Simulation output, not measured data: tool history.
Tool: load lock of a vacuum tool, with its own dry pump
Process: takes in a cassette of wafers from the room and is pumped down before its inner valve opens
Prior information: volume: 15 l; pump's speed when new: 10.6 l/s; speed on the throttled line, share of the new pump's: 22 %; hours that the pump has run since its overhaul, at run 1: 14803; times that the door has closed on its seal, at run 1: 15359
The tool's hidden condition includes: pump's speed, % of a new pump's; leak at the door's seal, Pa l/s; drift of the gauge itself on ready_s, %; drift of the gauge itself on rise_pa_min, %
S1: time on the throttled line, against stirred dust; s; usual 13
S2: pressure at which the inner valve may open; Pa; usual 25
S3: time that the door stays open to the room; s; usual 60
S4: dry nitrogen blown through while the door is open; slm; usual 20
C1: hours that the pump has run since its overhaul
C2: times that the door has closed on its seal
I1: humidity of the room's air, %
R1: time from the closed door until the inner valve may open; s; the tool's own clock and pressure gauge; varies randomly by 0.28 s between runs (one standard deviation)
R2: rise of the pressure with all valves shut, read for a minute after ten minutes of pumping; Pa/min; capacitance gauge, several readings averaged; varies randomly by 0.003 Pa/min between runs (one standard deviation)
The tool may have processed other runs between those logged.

run 1 hour=0.0 | S1=13 S2=25 S3=60 S4=20 | C1=14803 C2=15359 | I1=44.0 | R1=24.2 R2=0.109
run 2 hour=296.8 | S1=13 S2=25 S3=60 S4=20 | C1=15100 C2=16032 | I1=47.9 | R1=24.3 R2=0.117
run 3 hour=532.8 | S1=13 S2=25 S3=60 S4=4 | C1=15336 C2=16566 | I1=43.5 | R1=24.7 R2=0.131
run 4 hour=715.6 | S1=11 S2=25 S3=60 S4=20 | C1=15519 C2=16981 | I1=44.6 | R1=23.1 R2=0.111
run 5 hour=917.3 | S1=11 S2=25 S3=60 S4=20 | C1=15721 C2=17438 | I1=43.5 | R1=22.6 R2=0.117
run 6 hour=1174.0 | S1=13 S2=31 S3=60 S4=20 | C1=15977 C2=18020 | I1=44.1 | R1=23.9 R2=0.113
run 7 hour=1451.4 | S1=13 S2=31 S3=60 S4=20 | C1=16255 C2=18648 | I1=46.8 | R1=24.2 R2=0.118
run 8 hour=1613.9 | S1=13 S2=31 S3=60 S4=20 | C1=16417 C2=19017 | I1=42.9 | R1=24.2 R2=0.121
run 9 hour=1809.4 | S1=13 S2=25 S3=60 S4=20 | C1=16613 C2=19460 | I1=44.9 | R1=24.5 R2=0.125
run 10 hour=2096.0 | S1=13 S2=25 S3=60 S4=20 | C1=16899 C2=20109 | I1=43.2 | R1=24.1 R2=0.126
run 11 hour=2414.7 | S1=13 S2=49 S3=60 S4=20 | C1=17218 C2=20832 | I1=42.9 | R1=23.1 R2=0.125
run 12 hour=2672.5 | S1=13 S2=49 S3=60 S4=20 | C1=17476 C2=21416 | I1=43.6 | R1=23.2 R2=0.125
run 13 hour=2967.1 | S1=13 S2=49 S3=60 S4=20 | C1=17770 C2=22084 | I1=43.9 | R1=23.5 R2=0.138
run 14 hour=3273.8 | S1=13 S2=49 S3=60 S4=20 | C1=18077 C2=22779 | I1=42.4 | R1=23.5 R2=0.129
run 15 hour=3583.6 | S1=13 S2=49 S3=60 S4=20 | C1=18387 C2=23481 | I1=41.9 | R1=23.7 R2=0.138
run 16 hour=3937.8 | S1=13 S2=49 S3=60 S4=20 | C1=18741 C2=24284 | I1=42.9 | R1=23.8 R2=0.146
run 17 hour=4282.8 | S1=13 S2=25 S3=60 S4=20 | C1=19086 C2=25066 | I1=41.7 | R1=25.4 R2=0.141
run 18 hour=4460.2 | S1=18 S2=25 S3=157 S4=17 | C1=19264 C2=25468 | I1=46.0 | R1=28.5 R2=0.189
run 19 hour=4720.6 | S1=13 S2=48 S3=200 S4=38 | C1=19524 C2=26058 | I1=46.2 | R1=23.9 R2=0.177
run 20 hour=5013.4 | S1=13 S2=48 S3=200 S4=38 | C1=19817 C2=26722 | I1=44.0 | R1=24.1 R2=0.178
run 21 hour=5383.6 | S1=13 S2=49 S3=45 S4=38 | C1=20187 C2=27561 | I1=44.9 | R1=23.9 R2=0.146
run 22 hour=5572.1 | S1=13 S2=49 S3=45 S4=38 | C1=20375 C2=27988 | I1=46.2 | R1=24.1 R2=0.146
run 23 hour=5812.9 | S1=13 S2=49 S3=202 S4=38 | C1=20616 C2=28534 | I1=42.5 | R1=23.1 R2=0.191
run 24 hour=6202.8 | S1=23 S2=19 S3=60 S4=4 | C1=21006 C2=29417 | I1=45.0 | R1=33.2 R2=0.192
run 25 hour=6396.6 | S1=13 S2=30 S3=60 S4=27 | C1=21200 C2=29857 | I1=45.3 | R1=25.3 R2=0.171
run 26 hour=6746.8 | S1=13 S2=30 S3=60 S4=27 | C1=21550 C2=30650 | I1=48.4 | R1=24.6 R2=0.175
run 27 hour=7101.9 | S1=13 S2=30 S3=60 S4=27 | C1=21905 C2=31455 | I1=43.5 | R1=25.5 R2=0.170
-- hour=7337.9 dry pump taken out, an overhauled one fitted
run 28 hour=7337.9 | S1=6 S2=31 S3=90 S4=8 | C1=0 C2=31976 | I1=49.8 | R1=16.3 R2=0.228
run 29 hour=7649.0 | S1=6 S2=21 S3=92 S4=18 | C1=311 C2=32682 | I1=47.5 | R1=16.7 R2=0.214
run 30 hour=7904.4 | S1=13 S2=22 S3=92 S4=18 | C1=567 C2=33261 | I1=46.5 | R1=22.7 R2=0.210
run 31 hour=8133.5 | S1=20 S2=25 S3=74 S4=19 | C1=796 C2=33780 | I1=43.1 | R1=27.9 R2=0.205
run 32 hour=8385.8 | S1=13 S2=25 S3=163 S4=10 | C1=1048 C2=34352 | I1=46.7 | R1=21.5 R2=0.267
run 33 hour=8644.1 | S1=13 S2=25 S3=163 S4=10 | C1=1306 C2=34937 | I1=45.8 | R1=22.2 R2=0.268
run 34 hour=8944.2 | S1=13 S2=25 S3=163 S4=10 | C1=1606 C2=35617 | I1=48.3 | R1=23.0 R2=0.273

Selected run-to-run steps in R1, each split into two signed amounts: the part the tool would show with no hidden state at all (from settings, incoming material and random variation), and the remainder, which goes to the hidden state together with any gauge scatter not common to the measured and the hidden-state-free results:
Run 16 -> 17: S2 49 -> 25. R1 +1.6 s: hidden state +0.3, all else +1.3.
Run 23 -> 24: S1 13 -> 23, S2 49 -> 19, S3 202 -> 60, S4 38 -> 4. R1 +10.1 s: hidden state -0.2, all else +10.3.
Run 24 -> 25: S1 23 -> 13, S2 19 -> 30, S4 4 -> 27. R1 -7.9 s: hidden state +0.7, all else -8.6.
Run 27 -> 28: S1 13 -> 6, S2 30 -> 31, S3 60 -> 90, S4 27 -> 8, dry pump taken out, an overhauled one fitted. R1 -9.2 s: hidden state -3.4, all else -5.8.
